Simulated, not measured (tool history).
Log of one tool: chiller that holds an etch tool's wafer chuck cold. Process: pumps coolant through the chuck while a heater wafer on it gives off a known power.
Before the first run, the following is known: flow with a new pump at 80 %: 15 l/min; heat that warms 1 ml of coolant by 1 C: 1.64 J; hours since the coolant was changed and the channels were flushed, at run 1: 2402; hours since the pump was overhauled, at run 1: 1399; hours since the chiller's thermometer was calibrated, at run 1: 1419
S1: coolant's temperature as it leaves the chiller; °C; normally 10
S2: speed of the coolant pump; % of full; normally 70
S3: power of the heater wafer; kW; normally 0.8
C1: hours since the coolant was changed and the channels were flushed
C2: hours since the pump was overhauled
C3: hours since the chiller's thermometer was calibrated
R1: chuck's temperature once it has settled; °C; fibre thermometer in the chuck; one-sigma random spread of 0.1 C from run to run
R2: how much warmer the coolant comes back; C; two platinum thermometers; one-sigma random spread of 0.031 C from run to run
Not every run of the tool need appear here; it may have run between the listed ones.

run	hour	S1	S2	S3	C1	C2	C3	R1	R2
1	0	10	70	0.8	2402	1399	1419	15.3	2.23
2	66.3	10	70	0.8	2468	1465	1486	15.3	2.31
3	110.6	10	80	0.8	2512	1510	1530	14.8	2.02
4	138.6	10	80	0.8	2540	1538	1558	14.9	2.06
5	201.6	10	80	0.8	2603	1601	1621	14.8	2.04
6	267.5	10	70	0.415	2669	1667	1687	12.9	1.26
7	325.8	10	70	0.8	2727	1725	1745	15.4	2.39
8	358.7	10	70	0.58	2760	1758	1778	13.8	1.73
9	391.7	10	70	0.58	2793	1791	1811	13.9	1.73
10	426.4	10	70	0.714	2828	1825	1846	14.7	2.14
11	470.7	6	70	0.8	2872	1870	1890	11.4	2.36
12	536.7	6	70	0.8	2938	1936	1956	11.2	2.43
13	564.1	10	70	0.519	2966	1963	1984	13.3	1.66
14	592.5	4	70	0.683	2994	1992	2012	8.5	2.14
15	623.6	12	80	0.712	3025	2023	2043	16.3	1.98
16	651.6	12	80	0.712	3053	2051	2071	16.3	1.99
17	710.5	10	70	0.563	3112	2109	2130	13.8	1.85
18	757.3	10	85	0.407	3159	2156	2177	12.3	1.21
19	823.2	4	94	0.8	3225	2222	2243	8.2	1.93
# hour 829.9: gauge calibrated
20	858.1	4	70	1.057	3260	2257	2277	11	2.92
21	891.7	4	70	0.628	3293	2291	2311	8.1	1.81
22	923.1	11	88	0.628	3325	2322	2342	14.4	1.45
23	990.9	20	74	0.458	3393	2390	2410	22.9	1.28
24	1032.6	9	82	0.8	3434	2432	2452	13.8	2.01
25	1100.7	10	61	1.149	3502	2500	2520	18.5	3.8
26	1147.6	10	61	1.149	3549	2547	2567	18.6	3.77

Forecast each of these 5 alternatives for the next run:
A	1210.1	15	68	0.409	3612	2609	2629	?	?
B	1210.1	11	61	1.149	3612	2609	2629	?	?
C	1210.1	14	82	1.149	3612	2609	2629	?	?
D	1210.1	20	100	1.149	3612	2609	2629	?	?
E	1210.1	7	87	0.784	3612	2609	2629	?	?

run	R1	R2
A	17.9	1.33
B	19.5	3.86
C	20.6	2.91
D	25.7	2.38
E	11.6	1.93
Had the tool no hidden state, the same runs would have come out as:
run	R1	R2
A	17.8	1.2
B	19.5	3.73
C	20.6	2.77
D	25.7	2.25
E	11.6	1.79

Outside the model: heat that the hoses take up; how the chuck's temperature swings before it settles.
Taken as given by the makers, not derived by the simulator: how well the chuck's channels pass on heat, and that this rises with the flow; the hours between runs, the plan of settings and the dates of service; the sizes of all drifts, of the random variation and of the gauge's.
